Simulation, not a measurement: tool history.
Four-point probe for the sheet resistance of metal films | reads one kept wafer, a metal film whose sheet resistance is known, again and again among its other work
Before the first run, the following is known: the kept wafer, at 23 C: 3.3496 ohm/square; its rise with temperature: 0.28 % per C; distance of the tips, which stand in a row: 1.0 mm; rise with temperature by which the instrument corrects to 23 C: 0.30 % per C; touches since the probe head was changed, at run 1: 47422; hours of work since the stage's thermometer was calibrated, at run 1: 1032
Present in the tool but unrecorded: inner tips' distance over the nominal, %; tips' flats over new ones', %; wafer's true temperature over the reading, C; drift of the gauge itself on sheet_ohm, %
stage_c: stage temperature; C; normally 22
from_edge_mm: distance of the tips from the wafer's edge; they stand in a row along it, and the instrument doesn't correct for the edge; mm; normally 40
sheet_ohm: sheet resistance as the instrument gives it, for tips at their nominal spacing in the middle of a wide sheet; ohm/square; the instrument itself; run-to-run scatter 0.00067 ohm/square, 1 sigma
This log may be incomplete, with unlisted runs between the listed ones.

run    hour  stage_c  from_edge_mm  touches since the probe head was changed  hours of work since the stage's thermometer was calibrated  sheet_ohm
  1       0       22            40                                     47422                                                        1032   3.350577
  2    28.3       22            40                                     48141                                                        1047   3.350796
  3    70.9       22            40                                     49225                                                        1071    3.35081
  4   107.8       22            40                                     50163                                                        1091   3.350204
  5   137.2       27            40                                     50911                                                        1108   3.348413
  6   180.1       27            40                                     52001                                                        1131   3.347618
  7   216.8       27            40                                     52934                                                        1152    3.34744
  8   274.1       22            37                                     54392                                                        1183   3.350112
  9   332.7       22            40                                     55882                                                        1216   3.348647
 10     383       22            40                                     57162                                                        1244   3.347844
 11   442.1       30            40                                     58664                                                        1276   3.343419
 12   475.7       25            40                                     59519                                                        1295   3.346854
 13   533.6       22            40                                     60991                                                        1327    3.34848
 14   570.5       22            26                                     61930                                                        1347   3.349269
 15   622.2       22            26                                     63244                                                        1376    3.34718
 16   677.7       22            26                                     64655                                                        1407    3.34746
 17   726.7       22            32                                     65902                                                        1434   3.347151
 18   756.2       22            32                                     66651                                                        1450   3.346367
 19   784.2       22            32                                     67364                                                        1466   3.344791
 20   827.5       22            32                                     68464                                                        1490   3.346245
 21   859.7       22            40                                     69283                                                        1507   3.344728
 22   901.4       22            40                                     70343                                                        1530   3.346248
 23   947.1       30            40                                     71507                                                        1556   3.341938
 24  1006.3       30            40                                     73012                                                        1589   3.341422
 25  1054.9       30            40                                     74246                                                        1615    3.33993
     1060.9  -- stage's thermometer calibrated
 26  1083.7       30            40                                     74967                                                          13   3.337556
 27  1117.1       30            40                                     75817                                                          31   3.336074
 28  1170.1       31            51                                     77163                                                          60   3.335349
 29  1218.2       22             6                                     78387                                                          87    3.38831
 30  1263.3       22             6                                     79534                                                         112   3.387264
 31  1311.3       21            16                                     80753                                                         139   3.344408
 32  1371.9       31            16                                     82295                                                         172   3.340016
     1399.6  -- stage's thermometer calibrated, once more
 33  1400.2       31            16                                     83001                                                           0   3.352366
 34  1434.2       35             7                                     83867                                                          19   3.379947
 35  1487.7       35             7                                     85227                                                          49   3.379847
 36  1537.7       23             6                                     86499                                                          76    3.39711
 37  1570.1       35             4                                     87322                                                          94   3.451146
 38  1616.9       33            30                                     88512                                                         120   3.345041
 39  1655.1       27            54                                     89485                                                         141   3.346615
 40  1692.4       22            29                                     90432                                                         162   3.348481
 41  1750.6       28             5                                     91913                                                         194   3.414209
 42  1792.9       35             9                                     92987                                                         218   3.363772
 43  1842.4       35             9                                     94245                                                         245     3.3645
 44  1882.1       24             7                                     95255                                                         267   3.382395
 45  1928.9       27            29                                     96445                                                         293   3.345611

What if the next run were any one of these 4? Each begins from the tool's condition after run 45:
  A  1968.1       30            33                                     97442                                                         315          ?
  B  1968.1       33             7                                     97442                                                         315          ?
  C  1968.1       24            42                                     97442                                                         315          ?
  D  1968.1       31            39                                     97442                                                         315          ?

run  sheet_ohm
  A   3.343918
  B   3.378678
  C    3.34592
  D   3.343345
Without the tool's unlogged condition, the same runs would have read:
run  sheet_ohm
  A   3.348426
  B   3.383227
  C   3.350437
  D   3.347851
